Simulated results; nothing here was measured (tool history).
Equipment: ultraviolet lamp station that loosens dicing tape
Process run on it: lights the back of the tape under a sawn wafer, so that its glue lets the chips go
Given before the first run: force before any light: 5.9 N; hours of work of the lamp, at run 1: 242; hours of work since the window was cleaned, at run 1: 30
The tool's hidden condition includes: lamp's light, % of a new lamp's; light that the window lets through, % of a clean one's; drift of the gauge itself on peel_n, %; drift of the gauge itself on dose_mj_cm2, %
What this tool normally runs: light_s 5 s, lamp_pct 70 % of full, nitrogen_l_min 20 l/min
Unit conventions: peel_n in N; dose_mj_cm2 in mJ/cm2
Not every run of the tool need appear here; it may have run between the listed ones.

| run | hour | light_s | lamp_pct | nitrogen_l_min | hours of work of the lamp | hours of work since the window was cleaned | peel_n | dose_mj_cm2 |
|---|---|---|---|---|---|---|---|---|
| 1 | 0.0 | 5 | 70 | 20 | 242 | 30 | 0.993 | 436 |
| 2 | 13.2 | 5 | 70 | 11 | 249 | 38 | 1.398 | 437 |
| 3 | 28.2 | 5 | 70 | 11 | 258 | 46 | 1.378 | 442 |
| 4 | 39.8 | 5 | 70 | 11 | 264 | 53 | 1.383 | 441 |
| 5 | 55.4 | 5 | 70 | 11 | 273 | 61 | 1.330 | 438 |
| 6 | 65.0 | 5 | 70 | 20 | 278 | 67 | 0.960 | 436 |
| 7 | 75.1 | 5 | 70 | 20 | 284 | 72 | 0.978 | 443 |
| 8 | 88.3 | 5 | 69 | 20 | 292 | 80 | 0.995 | 432 |
| 9 | 102.1 | 5 | 69 | 26 | 299 | 88 | 0.892 | 432 |
| 10 | 113.2 | 5 | 68 | 20 | 306 | 94 | 0.991 | 428 |
| 11 | 119.9 | 10 | 84 | 19 | 309 | 98 | 0.272 | 1059 |
| 12 | 135.9 | 10 | 96 | 9 | 318 | 107 | 0.318 | 1200 |
| 13 | 151.9 | 7 | 76 | 29 | 327 | 116 | 0.394 | 676 |
| 14 | 164.1 | 10 | 75 | 22 | 334 | 123 | 0.271 | 940 |
| 15 | 174.1 | 10 | 75 | 22 | 340 | 128 | 0.286 | 950 |
| 16 | 186.4 | 5 | 78 | 20 | 347 | 135 | 0.835 | 489 |
| 17 | 202.4 | 3 | 98 | 7 | 356 | 144 | 2.174 | 370 |
| 18 | 214.8 | 3 | 98 | 7 | 363 | 151 | 2.058 | 366 |

What if the next run were any one of these 4? Each begins from the tool's condition after run 18:
| A | 230.2 | 6 | 63 | 20 | 371 | 160 | ? | ? |
| B | 230.2 | 3 | 86 | 19 | 371 | 160 | ? | ? |
| C | 230.2 | 3 | 98 | 8 | 371 | 160 | ? | ? |
| D | 230.2 | 10 | 73 | 14 | 371 | 160 | ? | ? |

| run | peel_n | dose_mj_cm2 |
|---|---|---|
| A | 0.886 | 471 |
| B | 1.472 | 321 |
| C | 1.921 | 366 |
| D | 0.377 | 922 |
Without the tool's hidden state the same runs would have given:
| run | peel_n | dose_mj_cm2 |
|---|---|---|
| A | 0.884 | 471 |
| B | 1.469 | 321 |
| C | 1.918 | 367 |
| D | 0.377 | 923 |
